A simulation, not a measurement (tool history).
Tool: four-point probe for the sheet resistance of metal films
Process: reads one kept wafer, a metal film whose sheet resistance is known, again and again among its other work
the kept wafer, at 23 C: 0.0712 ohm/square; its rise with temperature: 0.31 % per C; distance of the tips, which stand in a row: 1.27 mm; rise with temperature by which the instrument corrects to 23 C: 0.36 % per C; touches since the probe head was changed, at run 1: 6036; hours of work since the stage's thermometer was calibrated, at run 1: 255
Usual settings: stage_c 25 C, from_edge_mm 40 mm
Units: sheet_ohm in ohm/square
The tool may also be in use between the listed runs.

run	hour	stage_c	from_edge_mm	touches since the probe head was changed	hours of work since the stage's thermometer was calibrated	sheet_ohm
1	0.0	25	40	6036	255	0.071628
2	28.6	25	43	7187	270	0.071632
3	65.4	25	43	8667	288	0.071671
4	99.5	25	43	10043	306	0.071657
5	132.7	25	68	11377	322	0.071627
6	187.0	28	68	13563	350	0.071560
7	224.3	28	68	15066	369	0.071585
8	265.4	28	68	16718	390	0.071606
9	306.9	28	68	18391	411	0.071633
10	338.5	28	68	19662	427	0.071628
11	370.8	24	68	20965	443	0.071756
12	419.4	20	10	22918	468	0.072471
13	462.2	22	10	24644	490	0.072448
14	507.9	20	46	26482	513	0.071923
15	551.7	26	4	28247	535	0.075424
16	574.6	26	19	29168	547	0.071921
17	623.3	26	19	31127	571	0.071923
18	648.7	26	19	32150	584	0.071940
19	700.3	27	63	34227	610	0.071754
20	735.2	32	63	35631	628	0.071601

Forecast each of these 3 alternatives for the next run:
A	763.9	29	40	36790	643	?
B	763.9	22	35	36790	643	?
C	763.9	32	12	36790	643	?

run	sheet_ohm
A	0.071714
B	0.071953
C	0.072015
Without the tool's hidden state the same runs would have given:
run	sheet_ohm
A	0.071045
B	0.071280
C	0.071344
